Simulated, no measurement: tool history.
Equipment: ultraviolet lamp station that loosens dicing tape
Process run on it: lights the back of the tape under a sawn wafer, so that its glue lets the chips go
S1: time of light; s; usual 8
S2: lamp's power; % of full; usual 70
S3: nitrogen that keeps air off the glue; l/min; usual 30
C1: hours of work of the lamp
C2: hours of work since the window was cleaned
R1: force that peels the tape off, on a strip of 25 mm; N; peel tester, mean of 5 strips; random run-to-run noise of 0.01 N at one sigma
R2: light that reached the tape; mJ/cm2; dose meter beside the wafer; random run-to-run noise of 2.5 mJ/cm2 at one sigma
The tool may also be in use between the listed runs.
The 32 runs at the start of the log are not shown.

| run | hour | S1 | S2 | S3 | C1 | C2 | R1 | R2 |
|---|---|---|---|---|---|---|---|---|
|  | 1315.4 | window cleaned of glue's vapour |
| 33 | 1323.2 | 8 | 69 | 15 | 418 | 3 | 0.746 | 295 |
| 34 | 1351.4 | 8 | 69 | 15 | 429 | 14 | 0.736 | 294 |
| 35 | 1387.8 | 8 | 69 | 57 | 444 | 29 | 0.318 | 294 |
| 36 | 1442 | 8 | 75 | 41 | 466 | 51 | 0.333 | 319 |
| 37 | 1474.5 | 8 | 88 | 30 | 479 | 64 | 0.299 | 371 |
| 38 | 1512.9 | 11 | 70 | 39 | 494 | 79 | 0.217 | 413 |
| 39 | 1563.5 | 11 | 70 | 39 | 514 | 100 | 0.214 | 414 |
| 40 | 1612.3 | 8 | 60 | 11 | 534 | 119 | 1.091 | 258 |
| 41 | 1656.8 | 8 | 60 | 11 | 552 | 137 | 1.081 | 253 |
| 42 | 1717.3 | 8 | 87 | 45 | 576 | 161 | 0.248 | 367 |
| 43 | 1776.3 | 8 | 87 | 45 | 600 | 185 | 0.238 | 367 |
| 44 | 1803.9 | 8 | 87 | 45 | 611 | 196 | 0.235 | 370 |

Predict each of these 3 candidate next runs independently; none follows another, all start after run 44:
| A | 1833.8 | 7 | 86 | 30 | 623 | 208 | ? | ? |
| B | 1833.8 | 9 | 82 | 45 | 623 | 208 | ? | ? |
| C | 1833.8 | 6 | 87 | 45 | 623 | 208 | ? | ? |

| run | R1 | R2 |
|---|---|---|
| A | 0.395 | 321 |
| B | 0.228 | 397 |
| C | 0.398 | 278 |
With the hidden condition removed and each run's random variation left untouched, the same runs would have given:
| run | R1 | R2 |
|---|---|---|
| A | 0.392 | 322 |
| B | 0.227 | 398 |
| C | 0.396 | 279 |

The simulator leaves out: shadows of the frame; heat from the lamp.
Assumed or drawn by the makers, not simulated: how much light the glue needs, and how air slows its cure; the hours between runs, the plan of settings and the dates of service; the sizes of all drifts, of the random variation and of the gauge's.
